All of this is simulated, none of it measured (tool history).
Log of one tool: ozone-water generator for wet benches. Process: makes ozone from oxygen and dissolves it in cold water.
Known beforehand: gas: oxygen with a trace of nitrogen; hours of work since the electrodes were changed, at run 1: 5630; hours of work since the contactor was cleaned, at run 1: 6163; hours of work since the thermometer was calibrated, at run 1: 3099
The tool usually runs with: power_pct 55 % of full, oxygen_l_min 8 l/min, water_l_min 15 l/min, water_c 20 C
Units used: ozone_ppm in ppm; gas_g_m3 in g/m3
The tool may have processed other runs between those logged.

run    hour  power_pct  oxygen_l_min  water_l_min  water_c  hours of work since the electrodes were changed  hours of work since the contactor was cleaned  hours of work since the thermometer was calibrated  ozone_ppm  gas_g_m3
  1       0         55             8           15       20                                             5630                                           6163                                                3099       17.8     157.4
  2   125.9         55             8           15       20                                             5748                                           6282                                                3218       17.7     158.4
  3   276.7         55             8           15       20                                             5889                                           6423                                                3359       17.5       157
      347.2  -- water thermometer calibrated
  4   414.3         55             8           15       20                                             6018                                           6552                                                  63       17.5     159.8
  5   532.3         55             8           15       20                                             6129                                           6663                                                 174       17.6     157.9
  6   628.7         55             8           15       26                                             6220                                           6754                                                 264       15.6     158.9
  7   754.7         55             8           15       26                                             6338                                           6872                                                 383       15.7     158.2
  8   899.2         55             8           15       26                                             6474                                           7008                                                 518       15.7     160.7
      950.8  -- contactor cleaned
  9  1022.8         55             8           15       26                                             6586                                             68                                                 631       15.6     157.9
 10  1120.6         55             8           15       26                                             6678                                            159                                                 723       15.8     158.2
 11  1233.6         55             8           21       20                                             6784                                            266                                                 829       13.2     159.5
 12  1339.6         58             8           21       13                                             6884                                            365                                                 928       15.5       165
 13    1466         58             8           21       13                                             7002                                            484                                                1047       15.6       165
 14  1576.8         58         10.35            9       28                                             7106                                            588                                                1151       19.3       143
 15  1654.7         58         10.35            9       28                                             7180                                            661                                                1224       19.3     142.5
 16  1734.1         58         10.35            9       28                                             7254                                            736                                                1299       19.3     143.4
 17  1856.4         40         10.35           11       20                                             7369                                            851                                                1414       16.5     112.6
 18  1924.2         40         10.35           19       19                                             7433                                            914                                                1477       11.6     112.4
 19  2058.9         40         10.35           19       19                                             7559                                           1041                                                1604       11.5     112.2

Some steps in gas_g_m3, run to run, broken into two amounts with sign: the step expected even without the hidden condition (settings, incoming material, random variation), and the rest, left for the hidden condition together with whatever gauge scatter is not in both the measured and the hidden-condition-free result:
What the log doesn't record here: yield of the discharge, % of new electrodes'; contactor's efficiency, % of a clean one's; true water temperature over the reading, C; drift of the gauge itself on ozone_ppm, %; drift of the gauge itself on gas_g_m3, %.
Run 16 -> 17: power_pct 58 -> 40, water_l_min 9 -> 11, water_c 28 -> 20. gas_g_m3 -30.8 g/m3: hidden state -0.3, all else -30.5.
